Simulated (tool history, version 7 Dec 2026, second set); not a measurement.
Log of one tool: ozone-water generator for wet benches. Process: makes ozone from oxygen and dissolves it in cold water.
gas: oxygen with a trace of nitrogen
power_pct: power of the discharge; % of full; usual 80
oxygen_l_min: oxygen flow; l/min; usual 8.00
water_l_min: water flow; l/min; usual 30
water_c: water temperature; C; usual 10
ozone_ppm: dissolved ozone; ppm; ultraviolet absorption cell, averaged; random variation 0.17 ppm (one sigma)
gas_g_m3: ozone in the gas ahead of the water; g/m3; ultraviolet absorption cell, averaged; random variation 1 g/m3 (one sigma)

{"run": 1, "hour": 0.0, "power_pct": 80, "oxygen_l_min": 8.0, "water_l_min": 30, "water_c": 10, "ozone_ppm": 20.9, "gas_g_m3": 173.3}
{"run": 2, "hour": 101.5, "power_pct": 80, "oxygen_l_min": 8.0, "water_l_min": 30, "water_c": 6, "ozone_ppm": 21.6, "gas_g_m3": 169.9}
{"run": 3, "hour": 246.9, "power_pct": 80, "oxygen_l_min": 8.0, "water_l_min": 30, "water_c": 6, "ozone_ppm": 21.6, "gas_g_m3": 170.7}
{"run": 4, "hour": 357.4, "power_pct": 80, "oxygen_l_min": 8.0, "water_l_min": 30, "water_c": 6, "ozone_ppm": 21.9, "gas_g_m3": 170.3}
{"run": 5, "hour": 447.3, "power_pct": 80, "oxygen_l_min": 8.0, "water_l_min": 30, "water_c": 8, "ozone_ppm": 20.9, "gas_g_m3": 172.3}
{"run": 6, "hour": 527.3, "power_pct": 45, "oxygen_l_min": 8.0, "water_l_min": 30, "water_c": 10, "ozone_ppm": 14.0, "gas_g_m3": 117.7}
{"run": 7, "hour": 628.1, "power_pct": 80, "oxygen_l_min": 8.0, "water_l_min": 47, "water_c": 10, "ozone_ppm": 13.2, "gas_g_m3": 169.5}
{"run": 8, "hour": 774.9, "power_pct": 80, "oxygen_l_min": 8.0, "water_l_min": 47, "water_c": 10, "ozone_ppm": 13.1, "gas_g_m3": 169.6}
{"run": 9, "hour": 946.1, "power_pct": 80, "oxygen_l_min": 8.0, "water_l_min": 47, "water_c": 10, "ozone_ppm": 12.9, "gas_g_m3": 169.9}
{"run": 10, "hour": 1082.5, "power_pct": 80, "oxygen_l_min": 8.0, "water_l_min": 47, "water_c": 10, "ozone_ppm": 12.7, "gas_g_m3": 169.8}
{"hour": 1103.8, "done": "water thermometer calibrated"}
{"run": 11, "hour": 1233.6, "power_pct": 80, "oxygen_l_min": 8.0, "water_l_min": 47, "water_c": 10, "ozone_ppm": 13.0, "gas_g_m3": 169.1}
{"run": 12, "hour": 1373.2, "power_pct": 80, "oxygen_l_min": 8.0, "water_l_min": 47, "water_c": 10, "ozone_ppm": 13.1, "gas_g_m3": 168.5}
{"run": 13, "hour": 1533.5, "power_pct": 80, "oxygen_l_min": 8.0, "water_l_min": 47, "water_c": 10, "ozone_ppm": 13.0, "gas_g_m3": 168.6}
{"hour": 1662.0, "done": "contactor cleaned"}
{"run": 14, "hour": 1685.1, "power_pct": 80, "oxygen_l_min": 8.0, "water_l_min": 30, "water_c": 10, "ozone_ppm": 20.8, "gas_g_m3": 169.1}
{"run": 15, "hour": 1804.6, "power_pct": 80, "oxygen_l_min": 8.0, "water_l_min": 30, "water_c": 10, "ozone_ppm": 21.0, "gas_g_m3": 167.4}
{"run": 16, "hour": 1964.8, "power_pct": 80, "oxygen_l_min": 8.0, "water_l_min": 30, "water_c": 5, "ozone_ppm": 22.1, "gas_g_m3": 166.3}
{"run": 17, "hour": 2075.9, "power_pct": 80, "oxygen_l_min": 8.0, "water_l_min": 29, "water_c": 10, "ozone_ppm": 21.5, "gas_g_m3": 167.2}
{"run": 18, "hour": 2158.9, "power_pct": 80, "oxygen_l_min": 8.0, "water_l_min": 21, "water_c": 9, "ozone_ppm": 28.2, "gas_g_m3": 167.0}
{"run": 19, "hour": 2316.3, "power_pct": 58, "oxygen_l_min": 10.15, "water_l_min": 24, "water_c": 10, "ozone_ppm": 19.6, "gas_g_m3": 118.3}
{"run": 20, "hour": 2466.5, "power_pct": 58, "oxygen_l_min": 10.15, "water_l_min": 24, "water_c": 10, "ozone_ppm": 20.2, "gas_g_m3": 117.6}
{"run": 21, "hour": 2577.6, "power_pct": 58, "oxygen_l_min": 10.15, "water_l_min": 24, "water_c": 10, "ozone_ppm": 20.1, "gas_g_m3": 117.9}
{"run": 22, "hour": 2748.7, "power_pct": 58, "oxygen_l_min": 10.15, "water_l_min": 25, "water_c": 14, "ozone_ppm": 18.0, "gas_g_m3": 118.3}
{"run": 23, "hour": 2820.5, "power_pct": 53, "oxygen_l_min": 9.92, "water_l_min": 45, "water_c": 10, "ozone_ppm": 10.8, "gas_g_m3": 112.9}
{"run": 24, "hour": 2925.3, "power_pct": 66, "oxygen_l_min": 4.13, "water_l_min": 22, "water_c": 11, "ozone_ppm": 22.6, "gas_g_m3": 214.5}
{"run": 25, "hour": 3087.4, "power_pct": 66, "oxygen_l_min": 11.42, "water_l_min": 22, "water_c": 11, "ozone_ppm": 21.8, "gas_g_m3": 118.3}
{"run": 26, "hour": 3209.9, "power_pct": 80, "oxygen_l_min": 12.94, "water_l_min": 22, "water_c": 10, "ozone_ppm": 24.7, "gas_g_m3": 123.0}
{"run": 27, "hour": 3345.3, "power_pct": 90, "oxygen_l_min": 12.94, "water_l_min": 22, "water_c": 10, "ozone_ppm": 26.6, "gas_g_m3": 133.6}
{"run": 28, "hour": 3471.2, "power_pct": 69, "oxygen_l_min": 8.0, "water_l_min": 30, "water_c": 10, "ozone_ppm": 18.3, "gas_g_m3": 148.7}
{"run": 29, "hour": 3626.6, "power_pct": 69, "oxygen_l_min": 8.53, "water_l_min": 30, "water_c": 8, "ozone_ppm": 18.6, "gas_g_m3": 143.1}
{"run": 30, "hour": 3704.1, "power_pct": 80, "oxygen_l_min": 10.43, "water_l_min": 34, "water_c": 10, "ozone_ppm": 17.9, "gas_g_m3": 139.0}
{"run": 31, "hour": 3802.5, "power_pct": 80, "oxygen_l_min": 8.0, "water_l_min": 26, "water_c": 8, "ozone_ppm": 23.2, "gas_g_m3": 163.0}
{"run": 32, "hour": 3959.9, "power_pct": 48, "oxygen_l_min": 8.0, "water_l_min": 25, "water_c": 13, "ozone_ppm": 16.2, "gas_g_m3": 117.9}
{"run": 33, "hour": 4055.9, "power_pct": 56, "oxygen_l_min": 8.0, "water_l_min": 37, "water_c": 6, "ozone_ppm": 13.6, "gas_g_m3": 128.8}

The same runs without the tool's hidden state, with the same run-to-run variation:
The hidden state here: yield of the discharge, % of new electrodes'; contactor's efficiency, % of a clean one's; true water temperature over the reading, C; drift of the gauge itself on ozone_ppm, %; drift of the gauge itself on gas_g_m3, %.
run=1 ozone_ppm=22.4 gas_g_m3=181.8
run=2 ozone_ppm=23.2 gas_g_m3=178.6
run=3 ozone_ppm=23.3 gas_g_m3=179.8
run=4 ozone_ppm=23.6 gas_g_m3=179.5
run=5 ozone_ppm=22.6 gas_g_m3=181.9
run=6 ozone_ppm=14.9 gas_g_m3=121.9
run=7 ozone_ppm=14.4 gas_g_m3=179.3
run=8 ozone_ppm=14.3 gas_g_m3=179.8
run=9 ozone_ppm=14.1 gas_g_m3=180.5
run=10 ozone_ppm=14.0 gas_g_m3=180.8
run=11 ozone_ppm=14.3 gas_g_m3=180.4
run=12 ozone_ppm=14.4 gas_g_m3=180.0
run=13 ozone_ppm=14.4 gas_g_m3=180.5
run=14 ozone_ppm=22.3 gas_g_m3=181.4
run=15 ozone_ppm=22.6 gas_g_m3=179.9
run=16 ozone_ppm=23.8 gas_g_m3=179.1
run=17 ozone_ppm=23.3 gas_g_m3=180.4
run=18 ozone_ppm=30.5 gas_g_m3=180.4
run=19 ozone_ppm=21.0 gas_g_m3=126.1
run=20 ozone_ppm=21.6 gas_g_m3=125.5
run=21 ozone_ppm=21.5 gas_g_m3=125.9
run=22 ozone_ppm=19.4 gas_g_m3=126.6
run=23 ozone_ppm=11.6 gas_g_m3=120.3
run=24 ozone_ppm=24.5 gas_g_m3=231.5
run=25 ozone_ppm=23.7 gas_g_m3=128.0
run=26 ozone_ppm=27.3 gas_g_m3=134.8
run=27 ozone_ppm=29.6 gas_g_m3=147.6
run=28 ozone_ppm=20.2 gas_g_m3=162.1
run=29 ozone_ppm=20.5 gas_g_m3=156.3
run=30 ozone_ppm=19.9 gas_g_m3=153.4
run=31 ozone_ppm=25.8 gas_g_m3=180.0
run=32 ozone_ppm=17.6 gas_g_m3=126.5
run=33 ozone_ppm=15.0 gas_g_m3=139.7
